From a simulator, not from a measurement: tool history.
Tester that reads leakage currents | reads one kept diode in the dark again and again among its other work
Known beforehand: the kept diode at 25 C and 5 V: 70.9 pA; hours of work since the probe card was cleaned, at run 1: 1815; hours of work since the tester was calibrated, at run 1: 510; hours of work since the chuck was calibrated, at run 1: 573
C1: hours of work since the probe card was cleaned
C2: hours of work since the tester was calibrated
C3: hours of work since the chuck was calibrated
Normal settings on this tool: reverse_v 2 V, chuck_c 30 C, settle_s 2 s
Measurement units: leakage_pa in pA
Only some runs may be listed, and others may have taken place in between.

run 1 hour=0 | reverse_v=2 chuck_c=30 settle_s=2 | C1=1815 C2=510 C3=573 | leakage_pa=78.4
run 2 hour=27.9 | reverse_v=8 chuck_c=30 settle_s=2 | C1=1832 C2=527 C3=590 | leakage_pa=127.15
run 3 hour=46.3 | reverse_v=2 chuck_c=59 settle_s=2 | C1=1843 C2=538 C3=601 | leakage_pa=878.04
run 4 hour=85.2 | reverse_v=2 chuck_c=59 settle_s=2 | C1=1867 C2=561 C3=625 | leakage_pa=877.8
run 5 hour=109.1 | reverse_v=2.95 chuck_c=59 settle_s=2 | C1=1881 C2=576 C3=640 | leakage_pa=994.57
run 6 hour=144 | reverse_v=2.95 chuck_c=59 settle_s=2 | C1=1902 C2=597 C3=661 | leakage_pa=998.68
run 7 hour=175.8 | reverse_v=2.95 chuck_c=59 settle_s=2 | C1=1922 C2=616 C3=680 | leakage_pa=991.2
run 8 hour=212 | reverse_v=2.95 chuck_c=59 settle_s=1.68 | C1=1944 C2=638 C3=702 | leakage_pa=988.73
run 9 hour=251.3 | reverse_v=2.95 chuck_c=59 settle_s=1.68 | C1=1968 C2=662 C3=726 | leakage_pa=983.93
run 10 hour=278.4 | reverse_v=2.95 chuck_c=59 settle_s=1.68 | C1=1984 C2=678 C3=742 | leakage_pa=981.87
run 11 hour=306.2 | reverse_v=2.95 chuck_c=59 settle_s=1.68 | C1=2001 C2=695 C3=759 | leakage_pa=980.48
-- hour=310.1 tester calibrated
run 12 hour=330.9 | reverse_v=2 chuck_c=30 settle_s=2 | C1=2014 C2=13 C3=773 | leakage_pa=75.98
run 13 hour=370.1 | reverse_v=2 chuck_c=30 settle_s=0.84 | C1=2038 C2=36 C3=796 | leakage_pa=76.16
run 14 hour=404 | reverse_v=2 chuck_c=30 settle_s=0.84 | C1=2059 C2=57 C3=817 | leakage_pa=75.63
run 15 hour=431.7 | reverse_v=1.37 chuck_c=30 settle_s=2 | C1=2076 C2=74 C3=834 | leakage_pa=65.51
run 16 hour=452.4 | reverse_v=2 chuck_c=22 settle_s=2 | C1=2088 C2=86 C3=846 | leakage_pa=35.85
-- hour=460.9 tester calibrated, once more
run 17 hour=472.6 | reverse_v=2 chuck_c=22 settle_s=2 | C1=2099 C2=7 C3=857 | leakage_pa=35.56
run 18 hour=498.9 | reverse_v=2 chuck_c=22 settle_s=2 | C1=2115 C2=23 C3=873 | leakage_pa=35.17
run 19 hour=524.7 | reverse_v=2 chuck_c=22 settle_s=2 | C1=2131 C2=39 C3=889 | leakage_pa=35.25
run 20 hour=560.3 | reverse_v=2 chuck_c=30 settle_s=2 | C1=2152 C2=60 C3=910 | leakage_pa=73.62
run 21 hour=593.2 | reverse_v=10.91 chuck_c=26 settle_s=5.23 | C1=2172 C2=80 C3=930 | leakage_pa=94.97
run 22 hour=629.5 | reverse_v=8.41 chuck_c=32 settle_s=0.32 | C1=2194 C2=102 C3=952 | leakage_pa=154.85
run 23 hour=654.3 | reverse_v=4.19 chuck_c=29 settle_s=4.55 | C1=2209 C2=117 C3=967 | leakage_pa=86.8
run 24 hour=680 | reverse_v=5.9 chuck_c=28 settle_s=2 | C1=2225 C2=133 C3=983 | leakage_pa=90.08
run 25 hour=702.3 | reverse_v=1 chuck_c=38 settle_s=2 | C1=2238 C2=146 C3=997 | leakage_pa=116.37
run 26 hour=724.1 | reverse_v=1 chuck_c=38 settle_s=2 | C1=2252 C2=159 C3=1010 | leakage_pa=116.84
run 27 hour=740.1 | reverse_v=1 chuck_c=38 settle_s=2 | C1=2261 C2=169 C3=1019 | leakage_pa=117.16
run 28 hour=763.4 | reverse_v=15.25 chuck_c=35 settle_s=1.46 | C1=2275 C2=183 C3=1034 | leakage_pa=235.36
run 29 hour=781.9 | reverse_v=15.25 chuck_c=35 settle_s=1.46 | C1=2287 C2=194 C3=1045 | leakage_pa=234.38
run 30 hour=810.3 | reverse_v=1.01 chuck_c=24 settle_s=0.71 | C1=2304 C2=212 C3=1062 | leakage_pa=32.88
run 31 hour=831.9 | reverse_v=14.02 chuck_c=55 settle_s=7.56 | C1=2317 C2=225 C3=1075 | leakage_pa=1179.02
run 32 hour=867.6 | reverse_v=1.1 chuck_c=30 settle_s=0.84 | C1=2339 C2=246 C3=1097 | leakage_pa=58.83
run 33 hour=890.2 | reverse_v=1.68 chuck_c=25 settle_s=2 | C1=2352 C2=260 C3=1110 | leakage_pa=42.7
run 34 hour=926.4 | reverse_v=1.68 chuck_c=25 settle_s=2 | C1=2374 C2=282 C3=1132 | leakage_pa=42.45
run 35 hour=942.3 | reverse_v=5.77 chuck_c=53 settle_s=1.75 | C1=2384 C2=292 C3=1142 | leakage_pa=732.04
run 36 hour=976.6 | reverse_v=5.77 chuck_c=53 settle_s=1.75 | C1=2405 C2=312 C3=1163 | leakage_pa=726.07
-- hour=990.4 chuck's temperature calibrated
run 37 hour=995.8 | reverse_v=2 chuck_c=48 settle_s=0.56 | C1=2415 C2=323 C3=3 | leakage_pa=397.53
run 38 hour=1026.6 | reverse_v=2 chuck_c=49 settle_s=2 | C1=2434 C2=342 C3=22 | leakage_pa=429.39
run 39 hour=1063.5 | reverse_v=2.36 chuck_c=26 settle_s=1.23 | C1=2456 C2=364 C3=44 | leakage_pa=62.18

Below are 3 alternative next runs, each starting from the tool's condition after run 39. Predict each:
run A hour=1079.6 | reverse_v=2.08 chuck_c=25 settle_s=2 | C1=2466 C2=374 C3=54 | leakage_pa=?
run B hour=1079.6 | reverse_v=1.45 chuck_c=20 settle_s=0.96 | C1=2466 C2=374 C3=54 | leakage_pa=?
run C hour=1079.6 | reverse_v=2.13 chuck_c=34 settle_s=2.62 | C1=2466 C2=374 C3=54 | leakage_pa=?

run=A leakage_pa=54.12
run=B leakage_pa=30.02
run=C leakage_pa=122.69
The same runs, with their run-to-run variation unchanged, on a tool lacking any hidden condition would have given:
run=A leakage_pa=53.11
run=B leakage_pa=29.3
run=C leakage_pa=121.82
